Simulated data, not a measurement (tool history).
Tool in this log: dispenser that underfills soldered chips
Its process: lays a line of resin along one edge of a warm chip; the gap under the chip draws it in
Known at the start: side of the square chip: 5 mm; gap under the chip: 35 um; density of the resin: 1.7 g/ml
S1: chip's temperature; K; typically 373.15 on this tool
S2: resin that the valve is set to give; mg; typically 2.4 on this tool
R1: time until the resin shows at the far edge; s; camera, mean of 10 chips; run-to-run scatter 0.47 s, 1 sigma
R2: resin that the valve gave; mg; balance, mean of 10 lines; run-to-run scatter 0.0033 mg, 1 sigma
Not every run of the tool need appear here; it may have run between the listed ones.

run,day,S1,S2,R1,R2
1,0,373.15,2.4,54.5,2.393
2,0.154,373.15,2.4,63.7,2.391
3,0.354,373.15,2.4,83.2,2.389
# day 0.383: new syringe of resin
4,0.571,384.15,2.4,31.5,2.381
5,0.771,384.15,2.4,40.5,2.375
6,0.871,373.15,2.4,67,2.376
7,1,373.15,2.4,78.8,2.371
# day 1.1: new syringe of resin
8,1.217,359.15,2.91,73.5,2.866
9,1.375,373.15,2.99,50.2,2.952
10,1.504,361.15,2.22,97.7,2.19
11,1.679,361.15,2.22,120.4,2.184
# day 1.821: new syringe of resin
12,1.888,361.15,2.22,65.8,2.183
13,2.025,388.15,2.12,27.4,2.081

5 options for the next run, each taken on its own from the tool as it stands now. Forecast them:
A,2.204,384.15,2.84,?,?
B,2.204,373.15,2.66,?,?
C,2.204,384.15,2.73,?,?
D,2.204,378.15,2.24,?,?
E,2.204,373.15,2.56,?,?

run,R1,R2
A,39,2.783
B,57.6,2.603
C,38.2,2.677
D,48.8,2.193
E,57.7,2.506
What these runs would have given with no unlogged condition in the tool:
run,R1,R2
A,24.4,2.841
B,35.4,2.657
C,23.6,2.733
D,29.9,2.239
E,35.4,2.558
